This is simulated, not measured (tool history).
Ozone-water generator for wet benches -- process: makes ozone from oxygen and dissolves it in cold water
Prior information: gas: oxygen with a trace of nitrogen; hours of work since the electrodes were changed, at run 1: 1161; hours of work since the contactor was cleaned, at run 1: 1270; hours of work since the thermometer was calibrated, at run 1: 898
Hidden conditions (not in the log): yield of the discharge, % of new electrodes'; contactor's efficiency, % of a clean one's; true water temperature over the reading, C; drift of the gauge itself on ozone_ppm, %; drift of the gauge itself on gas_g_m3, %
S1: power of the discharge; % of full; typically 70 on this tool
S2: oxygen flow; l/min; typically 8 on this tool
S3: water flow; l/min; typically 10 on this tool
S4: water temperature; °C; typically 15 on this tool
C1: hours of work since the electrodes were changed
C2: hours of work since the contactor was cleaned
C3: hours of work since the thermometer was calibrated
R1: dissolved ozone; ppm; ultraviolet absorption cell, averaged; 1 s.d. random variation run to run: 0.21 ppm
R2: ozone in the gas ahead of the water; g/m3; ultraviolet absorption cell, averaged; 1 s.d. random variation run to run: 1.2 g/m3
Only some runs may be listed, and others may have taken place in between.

run    hour  S1     S2  S3  S4    C1    C2    C3    R1     R2
  1       0  70      8  10  15  1161  1270   898  29.2  205.7
  2    97.7  70      8  10  17  1227  1336   964  27.6  205.3
  3     206  70      8  10  17  1301  1409  1037  27.3  206.4
  4   299.6  70   8.21  10  15  1364  1473  1100  28.9  204.1
  5   360.1  70      8  10  15  1405  1514  1141  28.3  205.9
  6   430.7  70      8  10  15  1452  1561  1189    28  205.1
  7   550.8  70  11.39  10  15  1534  1642  1270  26.9    173
  8   673.3  70  11.39  10  15  1616  1725  1353  26.3  172.8
  9   772.9  70  11.39  10  15  1684  1793  1420  26.2  173.1
 10   881.8  70  11.39  10  15  1757  1866  1494    26  171.9
 11     999  70   4.58  14  15  1837  1945  1573  20.8  258.9
 12  1056.2  70      8   7  15  1875  1984  1612  34.9  199.6
 13  1139.4  70      8   7  15  1931  2040  1668  35.1  201.4
 14  1245.9  70      8   7  15  2003  2112  1740  34.4  203.1
 15  1339.4  46   7.69  11  18  2067  2175  1803  17.7  152.9
 16  1438.5  46  10.77   7  18  2134  2242  1870    22  132.3
 17  1568.2  74   6.22  12  18  2221  2330  1958  23.4  229.9
 18  1676.2  74   6.22  12  18  2294  2403  2031  22.9  229.7
     1795.3  -- contactor cleaned
 19  1795.3  70    9.3   6  15  2372     0  2108  38.5  185.4

3 ways to go on from here, each from the tool as it stands after run 19. What would each give?
  A  1889.4  70  14.26   6   9  2436  64  2172   ?   ?
  B  1889.4  70    7.7   6  15  2436  64  2172   ?   ?
  C  1889.4  70   9.19   6  15  2436  64  2172   ?   ?

run    R1     R2
  A  40.2  152.9
  B  40.2  199.9
  C  38.1  185.6
Had the tool no hidden state, the same runs would have come out as:
run    R1     R2
  A  43.7  165.2
  B  43.8  216.1
  C  41.5  200.5

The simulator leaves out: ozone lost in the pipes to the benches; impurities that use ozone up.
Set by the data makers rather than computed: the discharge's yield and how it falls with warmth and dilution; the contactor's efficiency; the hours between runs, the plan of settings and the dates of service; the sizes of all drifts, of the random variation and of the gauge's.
